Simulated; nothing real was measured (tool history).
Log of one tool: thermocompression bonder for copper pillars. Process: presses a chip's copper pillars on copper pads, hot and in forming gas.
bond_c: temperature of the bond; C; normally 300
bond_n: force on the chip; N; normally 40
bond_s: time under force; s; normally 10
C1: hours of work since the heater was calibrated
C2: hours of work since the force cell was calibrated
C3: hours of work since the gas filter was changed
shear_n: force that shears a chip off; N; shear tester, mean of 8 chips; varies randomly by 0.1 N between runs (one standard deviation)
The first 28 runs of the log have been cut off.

run 29 hour=829.5 | bond_c=279 bond_n=40 bond_s=17 | C1=902 C2=725 C3=65 | shear_n=65.9
run 30 hour=858.3 | bond_c=279 bond_n=40 bond_s=17 | C1=924 C2=747 C3=87 | shear_n=65.4
run 31 hour=886.7 | bond_c=279 bond_n=40 bond_s=17 | C1=945 C2=769 C3=109 | shear_n=65.1
-- hour=914.2 forming gas filter changed
run 32 hour=917.3 | bond_c=277 bond_n=53 bond_s=5 | C1=968 C2=791 C3=2 | shear_n=52.6
run 33 hour=937.8 | bond_c=300 bond_n=42 bond_s=12 | C1=983 C2=807 C3=18 | shear_n=69.7
run 34 hour=959.7 | bond_c=292 bond_n=25 bond_s=10 | C1=1000 C2=823 C3=34 | shear_n=53.3
run 35 hour=1000.7 | bond_c=324 bond_n=41 bond_s=6 | C1=1031 C2=854 C3=65 | shear_n=65.9
run 36 hour=1024.0 | bond_c=301 bond_n=37 bond_s=23 | C1=1049 C2=872 C3=83 | shear_n=75.0
run 37 hour=1055.3 | bond_c=301 bond_n=26 bond_s=12 | C1=1072 C2=896 C3=107 | shear_n=59.2
-- hour=1085.7 forming gas filter changed
run 38 hour=1085.7 | bond_c=300 bond_n=40 bond_s=12 | C1=1095 C2=918 C3=0 | shear_n=69.3
run 39 hour=1116.5 | bond_c=303 bond_n=40 bond_s=11 | C1=1118 C2=942 C3=23 | shear_n=68.7

Consider 3 possible next runs. They are alternatives, not a sequence: every one starts from the tool as it was left by run 39. What does each give?
run A hour=1154.2 | bond_c=324 bond_n=50 bond_s=15 | C1=1147 C2=970 C3=52 | shear_n=?
run B hour=1154.2 | bond_c=303 bond_n=30 bond_s=10 | C1=1147 C2=970 C3=52 | shear_n=?
run C hour=1154.2 | bond_c=307 bond_n=40 bond_s=5 | C1=1147 C2=970 C3=52 | shear_n=?

run=A shear_n=80.3
run=B shear_n=61.1
run=C shear_n=57.4
Without the tool's hidden state the same runs would have given:
run=A shear_n=80.4
run=B shear_n=60.0
run=C shear_n=56.3
